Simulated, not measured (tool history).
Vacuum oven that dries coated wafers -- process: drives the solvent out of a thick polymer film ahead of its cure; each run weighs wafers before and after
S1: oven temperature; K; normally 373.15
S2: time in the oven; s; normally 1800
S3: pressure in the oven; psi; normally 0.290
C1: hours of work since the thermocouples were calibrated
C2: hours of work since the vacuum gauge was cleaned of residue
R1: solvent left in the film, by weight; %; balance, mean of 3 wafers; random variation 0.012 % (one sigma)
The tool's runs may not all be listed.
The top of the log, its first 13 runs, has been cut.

run    hour      S1    S2     S3   C1    C2    R1
 14   673.4  373.15  1800  0.290  284  2076  4.59
      684.2  -- vacuum gauge cleaned of residue and calibrated
 15   710.1  373.15  1800  0.290  306    16  4.28
 16   780.6  373.15  2460  0.290  350    60  2.95
 17   854.6  373.15  1800  0.290  396   106  4.25
 18   918.7  373.15  1800  0.152  436   146  3.69
 19   962.3  373.15  1800  0.152  463   173  3.67
 20  1000.2  373.15  1800  0.152  486   197  3.67
 21  1065.7  373.15  1800  0.152  527   238  3.64
 22  1108.7  373.15  1800  0.152  554   264  3.66
 23  1175.1  366.15  1380  0.290  595   306  7.85
 24  1238.2  383.15  1620  0.290  635   345  2.33
 25  1272.1  383.15  1620  0.290  656   366  2.32
 26  1325.2  371.15  1500  0.210  689   399  5.44
 27  1398.4  371.15  1140  0.306  734   445  7.28
     1430.8  -- oven's thermocouples calibrated
 28  1449.9  372.15  1800  0.336   12   476  5.23
 29  1517.0  360.15  2460  0.419   54   518  8.13
 30  1557.1  378.15  1620  0.419   79   543  4.32
 31  1621.9  373.15  1140  0.248  119   583  7.03
 32  1671.6  368.15  3180  0.252  150   614  3.38
 33  1705.5  379.15  1800  1.125  171   635  6.21
 34  1776.7  373.15  2520  0.290  215   679  3.22

Run 35 has not been measured yet. What should we expect?
 35  1847.9  373.15  2520  0.290  260  724   ?

R1: 3.23 %
Take away the tool's hidden state, keep the run-to-run variation as it was, and the same run would have given R1 3.02 %.
